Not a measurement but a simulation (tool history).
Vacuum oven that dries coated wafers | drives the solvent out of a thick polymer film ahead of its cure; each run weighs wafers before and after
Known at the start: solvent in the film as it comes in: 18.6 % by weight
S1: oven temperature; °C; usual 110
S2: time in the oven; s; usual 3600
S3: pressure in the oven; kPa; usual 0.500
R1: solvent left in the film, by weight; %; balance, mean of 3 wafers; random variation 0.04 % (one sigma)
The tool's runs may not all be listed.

run 1 hour=0.0 | S1=110 S2=3600 S3=0.500 | R1=2.29
run 2 hour=12.4 | S1=110 S2=3600 S3=0.500 | R1=2.20
run 3 hour=23.8 | S1=110 S2=5580 S3=0.500 | R1=0.97
run 4 hour=38.3 | S1=110 S2=5580 S3=0.500 | R1=1.03
run 5 hour=49.2 | S1=110 S2=5580 S3=0.500 | R1=0.96
run 6 hour=57.6 | S1=110 S2=5580 S3=0.500 | R1=1.01
run 7 hour=66.0 | S1=110 S2=3600 S3=0.500 | R1=2.28
run 8 hour=76.8 | S1=110 S2=3600 S3=0.500 | R1=2.24
run 9 hour=85.9 | S1=120 S2=3600 S3=0.500 | R1=0.86
run 10 hour=92.7 | S1=120 S2=3600 S3=0.500 | R1=0.92
run 11 hour=105.2 | S1=120 S2=3600 S3=0.500 | R1=0.96
run 12 hour=115.7 | S1=110 S2=4020 S3=0.500 | R1=1.89
run 13 hour=122.8 | S1=110 S2=4020 S3=0.414 | R1=1.87
run 14 hour=134.5 | S1=110 S2=4020 S3=0.414 | R1=1.86
run 15 hour=142.4 | S1=110 S2=3600 S3=0.339 | R1=2.20
run 16 hour=151.3 | S1=110 S2=3600 S3=0.308 | R1=2.17
run 17 hour=163.3 | S1=110 S2=3600 S3=0.308 | R1=2.13
run 18 hour=170.7 | S1=110 S2=3600 S3=0.308 | R1=2.20
run 19 hour=186.6 | S1=110 S2=3600 S3=0.308 | R1=2.20
run 20 hour=202.2 | S1=110 S2=3600 S3=0.308 | R1=2.11
run 21 hour=209.8 | S1=108 S2=3600 S3=0.308 | R1=2.53
run 22 hour=218.4 | S1=108 S2=3600 S3=0.308 | R1=2.61
run 23 hour=228.1 | S1=108 S2=3600 S3=0.308 | R1=2.57
run 24 hour=234.7 | S1=115 S2=2820 S3=0.269 | R1=2.25
run 25 hour=243.4 | S1=115 S2=2820 S3=0.269 | R1=2.19
run 26 hour=258.3 | S1=115 S2=2820 S3=0.269 | R1=2.17
run 27 hour=267.3 | S1=115 S2=2820 S3=0.269 | R1=2.25
run 28 hour=281.7 | S1=115 S2=3480 S3=1.941 | R1=2.50
run 29 hour=297.2 | S1=116 S2=4680 S3=0.500 | R1=0.81
run 30 hour=307.8 | S1=116 S2=4680 S3=0.500 | R1=0.86
run 31 hour=320.6 | S1=100 S2=3300 S3=0.415 | R1=5.04
run 32 hour=328.5 | S1=107 S2=5340 S3=1.528 | R1=2.26
run 33 hour=339.8 | S1=114 S2=4620 S3=0.460 | R1=0.98
run 34 hour=352.2 | S1=114 S2=4620 S3=0.460 | R1=0.99
run 35 hour=367.7 | S1=114 S2=4620 S3=0.460 | R1=1.02
run 36 hour=379.4 | S1=110 S2=1860 S3=0.671 | R1=5.77

The next listed run, before its measurement:
run 37 hour=391.7 | S1=110 S2=5280 S3=0.500 | R1=?

R1: 1.09 %
Without the tool's hidden state the same run would have given R1 0.95 %.
